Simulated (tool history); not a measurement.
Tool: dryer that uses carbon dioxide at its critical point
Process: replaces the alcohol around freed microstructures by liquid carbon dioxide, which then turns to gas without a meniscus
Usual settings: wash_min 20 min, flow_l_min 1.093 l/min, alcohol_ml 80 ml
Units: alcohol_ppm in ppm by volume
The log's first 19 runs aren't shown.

run	hour	wash_min	flow_l_min	alcohol_ml	alcohol_ppm
20	722.5	32	1.070	43	49
21	771.6	32	1.070	43	52
22	793.9	12	1.180	27	560
23	840.1	21	1.093	56	260
24	873.1	12	0.850	48	2016
25	899.9	25	1.020	48	166
26	923.2	16	0.830	28	714
27	977.1	16	0.830	28	756
28	1002.6	20	1.750	80	76
29	1050.2	22	0.700	56	1069
30	1094.0	22	0.700	56	1060
31	1136.0	21	1.093	48	280
32	1187.7	28	0.730	50	465

Forecast each of these 4 alternatives for the next run:
A	1227.9	21	1.093	80	?
B	1227.9	21	1.170	62	?
C	1227.9	28	0.730	28	?
D	1227.9	20	1.230	80	?

run	alcohol_ppm
A	460
B	295
C	275
D	347
Without the tool's hidden state the same runs would have given:
run	alcohol_ppm
A	282
B	164
C	164
D	196

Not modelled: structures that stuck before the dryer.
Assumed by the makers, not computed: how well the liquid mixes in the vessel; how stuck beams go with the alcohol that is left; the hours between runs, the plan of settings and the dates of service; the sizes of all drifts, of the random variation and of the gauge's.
